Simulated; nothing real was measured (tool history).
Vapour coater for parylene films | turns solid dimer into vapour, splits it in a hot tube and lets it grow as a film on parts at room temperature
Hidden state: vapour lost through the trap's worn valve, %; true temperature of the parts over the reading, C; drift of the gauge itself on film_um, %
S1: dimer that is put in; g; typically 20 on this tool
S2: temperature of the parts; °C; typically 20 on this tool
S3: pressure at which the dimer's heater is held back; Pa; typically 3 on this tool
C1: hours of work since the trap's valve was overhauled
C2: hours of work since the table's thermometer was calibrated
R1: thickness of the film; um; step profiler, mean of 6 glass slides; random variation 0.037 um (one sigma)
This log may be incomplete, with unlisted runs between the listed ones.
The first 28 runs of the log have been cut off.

| run | hour | S1 | S2 | S3 | C1 | C2 | R1 |
|---|---|---|---|---|---|---|---|
|  | 1758.6 | trap's valve overhauled |
| 29 | 1798.7 | 20 | 30 | 2.97 | 31 | 86 | 9.1 |
| 30 | 1881.7 | 13 | 20 | 3.94 | 96 | 150 | 7.32 |
| 31 | 1946.7 | 25 | 19 | 3 | 147 | 201 | 14.89 |
| 32 | 1992.4 | 20 | 20 | 10.08 | 182 | 237 | 9.53 |
| 33 | 2028 | 20 | 20 | 10.08 | 210 | 265 | 9.47 |
| 34 | 2068.8 | 9 | 16 | 3.05 | 242 | 296 | 5.75 |
| 35 | 2139.1 | 24 | 14 | 8.25 | 297 | 351 | 13.64 |
| 36 | 2179.6 | 15 | 24 | 3.89 | 328 | 383 | 7.35 |
| 37 | 2220.3 | 9 | 26 | 3 | 360 | 415 | 4.35 |
|  | 2279.5 | trap's valve overhauled |
| 38 | 2305 | 9 | 26 | 3 | 20 | 477 | 4.63 |

Estimate the outcome of run 39 from the log above:
| 39 | 2355.5 | 11 | 19 | 7.17 | 59 | 517 | ? |

R1: 5.89 um
Without the tool's hidden state the same run would have given R1 5.83 um.

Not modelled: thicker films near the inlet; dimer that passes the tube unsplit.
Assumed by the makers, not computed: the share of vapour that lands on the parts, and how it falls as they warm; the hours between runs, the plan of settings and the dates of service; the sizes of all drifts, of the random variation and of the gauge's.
